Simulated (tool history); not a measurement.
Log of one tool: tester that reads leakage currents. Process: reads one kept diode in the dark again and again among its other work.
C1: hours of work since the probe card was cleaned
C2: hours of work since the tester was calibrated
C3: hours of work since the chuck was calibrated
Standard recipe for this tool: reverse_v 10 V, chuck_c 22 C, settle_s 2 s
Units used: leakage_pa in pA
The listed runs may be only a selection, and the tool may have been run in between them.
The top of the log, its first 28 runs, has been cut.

run 29 hour=5312.6 | reverse_v=7.5 chuck_c=21 settle_s=0.58 | C1=847 C2=3840 C3=283 | leakage_pa=91.61
run 30 hour=5509.7 | reverse_v=4.2 chuck_c=56 settle_s=3.55 | C1=938 C2=3931 C3=373 | leakage_pa=758.81
run 31 hour=5671.7 | reverse_v=10 chuck_c=40 settle_s=0.92 | C1=1013 C2=4006 C3=448 | leakage_pa=432.32
run 32 hour=5879.1 | reverse_v=10 chuck_c=40 settle_s=0.54 | C1=1108 C2=4102 C3=544 | leakage_pa=440.27
run 33 hour=6024.3 | reverse_v=3.6 chuck_c=23 settle_s=0.36 | C1=1175 C2=4169 C3=611 | leakage_pa=70.76
run 34 hour=6157.1 | reverse_v=1.5 chuck_c=22 settle_s=2 | C1=1236 C2=4230 C3=672 | leakage_pa=37.84
run 35 hour=6283 | reverse_v=1.5 chuck_c=46 settle_s=1.44 | C1=1294 C2=4288 C3=730 | leakage_pa=216.47
run 36 hour=6406.3 | reverse_v=2.2 chuck_c=33 settle_s=6.66 | C1=1351 C2=4345 C3=787 | leakage_pa=109.11
-- hour=6608.7 tester calibrated
run 37 hour=6630.3 | reverse_v=2.3 chuck_c=31 settle_s=2 | C1=1454 C2=10 C3=889 | leakage_pa=100.25
-- hour=6718.6 probe card cleaned and baked
run 38 hour=6872.4 | reverse_v=1.1 chuck_c=55 settle_s=2 | C1=71 C2=120 C3=1000 | leakage_pa=338.67

Here are 4 independent what-if runs from the current tool condition. What would each one return?
run A hour=7018.8 | reverse_v=10 chuck_c=53 settle_s=2 | C1=138 C2=188 C3=1067 | leakage_pa=?
run B hour=7018.8 | reverse_v=1.3 chuck_c=22 settle_s=2 | C1=138 C2=188 C3=1067 | leakage_pa=?
run C hour=7018.8 | reverse_v=1.1 chuck_c=42 settle_s=2 | C1=138 C2=188 C3=1067 | leakage_pa=?
run D hour=7018.8 | reverse_v=2.6 chuck_c=22 settle_s=2 | C1=138 C2=188 C3=1067 | leakage_pa=?

run=A leakage_pa=1099.51
run=B leakage_pa=33.56
run=C leakage_pa=140.01
run=D leakage_pa=50.69
Had the tool no hidden state, the same runs would have come out as:
run=A leakage_pa=1010.33
run=B leakage_pa=30.04
run=C leakage_pa=127.95
run=D leakage_pa=45.23
